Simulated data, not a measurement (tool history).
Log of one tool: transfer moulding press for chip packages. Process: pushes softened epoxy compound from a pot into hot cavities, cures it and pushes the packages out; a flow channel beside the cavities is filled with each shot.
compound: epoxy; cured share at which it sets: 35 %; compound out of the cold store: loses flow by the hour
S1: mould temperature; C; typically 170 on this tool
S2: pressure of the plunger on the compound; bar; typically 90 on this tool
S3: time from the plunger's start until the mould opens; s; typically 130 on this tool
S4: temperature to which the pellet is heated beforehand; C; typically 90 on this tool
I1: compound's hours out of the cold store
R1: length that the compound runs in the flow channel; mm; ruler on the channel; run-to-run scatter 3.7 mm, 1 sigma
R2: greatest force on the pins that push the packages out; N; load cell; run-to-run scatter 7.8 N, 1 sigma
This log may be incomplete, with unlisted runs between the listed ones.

Run 1, day 0: usual settings; I1 9.1. Result: R1 895 mm, R2 630 N.
Run 2, day 0.25: usual settings; I1 10.2. Result: R1 880 mm, R2 595 N.
Run 3, day 0.65: usual settings but S4 100 C; I1 21.9. Result: R1 855 mm, R2 601 N.
Run 4, day 0.908: usual settings but S4 99 C; I1 10.7. Result: R1 882 mm, R2 599 N.
Run 5, day 1.212: usual settings but S3 136 s; I1 14.8. Result: R1 873 mm, R2 582 N.
Run 6, day 1.558: usual settings but S3 136 s; I1 41.7. Result: R1 803 mm, R2 611 N.
At day 1.946: cavities cleaned with cleaning compound and waxed.
Run 7, day 2.017: usual settings but S3 158 s; I1 35.5. Result: R1 816 mm, R2 336 N.
Run 8, day 2.229: usual settings but S3 158 s; I1 15.9. Result: R1 865 mm, R2 363 N.
Run 9, day 2.612: usual settings but S3 158 s; I1 27.9. Result: R1 833 mm, R2 393 N.
Run 10, day 2.921: usual settings but S3 158 s; I1 11.3. Result: R1 877 mm, R2 414 N.
Run 11, day 3.325: usual settings but S1 175 C, S3 158 s; I1 13.3. Result: R1 848 mm, R2 448 N.
Run 12, day 3.554: usual settings but S1 175 C, S3 158 s; I1 12. Result: R1 860 mm, R2 455 N.
Run 13, day 3.95: usual settings but S1 175 C, S3 117 s; I1 22.6. Result: R1 827 mm, R2 519 N.
Run 14, day 4.188: usual settings but S1 175 C, S3 117 s; I1 12.6. Result: R1 863 mm, R2 512 N.
Run 15, day 4.525: usual settings but S1 176 C, S2 97.8 bar, S3 121 s; I1 19.5. Result: R1 866 mm, R2 515 N.
Run 16, day 4.725: usual settings but S2 70.8 bar, S4 82 C; I1 17.9. Result: R1 760 mm, R2 558 N.
Run 17, day 5.104: usual settings but S2 109.4 bar, S4 88 C; I1 30.4. Result: R1 908 mm, R2 542 N.
Run 18, day 5.279: usual settings but S2 109.4 bar, S4 85 C; I1 28.8. Result: R1 903 mm, R2 573 N.
Run 19, day 5.683: usual settings but S2 109.4 bar, S4 85 C; I1 29.3. Result: R1 909 mm, R2 592 N.
Run 20, day 6.096: usual settings but S1 166 C, S2 89.1 bar, S3 114 s, S4 82 C; I1 32.3. Result: R1 817 mm, R2 793 N.
Run 21, day 6.396: usual settings but S1 166 C, S2 89.1 bar, S3 114 s, S4 82 C; I1 24.4. Result: R1 836 mm, R2 813 N.
Run 22, day 6.621: usual settings but S1 166 C, S2 89.1 bar, S3 114 s, S4 82 C; I1 23. Result: R1 839 mm, R2 835 N.
Run 23, day 6.896: usual settings but S1 169 C, S2 93.9 bar; I1 20.9. Result: R1 851 mm, R2 603 N.
Run 24, day 7.162: usual settings but S2 102.5 bar, S3 133 s, S4 80 C; I1 32.7. Result: R1 858 mm, R2 606 N.
Run 25, day 7.354: usual settings but S1 165 C, S2 107.8 bar, S3 168 s, S4 96 C; I1 38.9. Result: R1 888 mm, R2 607 N.
Run 26, day 7.562: usual settings but S1 165 C, S2 107.8 bar, S3 168 s, S4 96 C; I1 36.2. Result: R1 883 mm, R2 593 N.
Run 27, day 7.871: usual settings but S1 165 C, S2 107.8 bar, S3 168 s, S4 96 C; I1 42.3. Result: R1 863 mm, R2 587 N.
At day 8.021: cavities cleaned with cleaning compound and waxed.
Run 28, day 8.108: usual settings but S1 169 C, S4 96 C; I1 46. Result: R1 774 mm, R2 356 N.

Hidden state or all else? Some run-to-run changes of R1, split into what the settings, what came in and random variation would give without the hidden state, and what is left for the hidden state (with any gauge scatter that isn't in both results):
The tool's hidden condition here consists of: true mould temperature over the reading, C; pressure that reaches the compound, % of what is set; grip of the stained cavities, % over clean ones'; drift of the gauge itself on flow_mm, %; drift of the gauge itself on push_out_n, %.
Run 15 -> 16: S1 176 -> 170, S2 97.8 -> 70.8, S3 121 -> 130, S4 90 -> 82. R1 -106 mm: hidden state +8, all else -114.
Run 16 -> 17: S2 70.8 -> 109.4, S4 82 -> 88. R1 +148 mm: hidden state -13, all else +161.
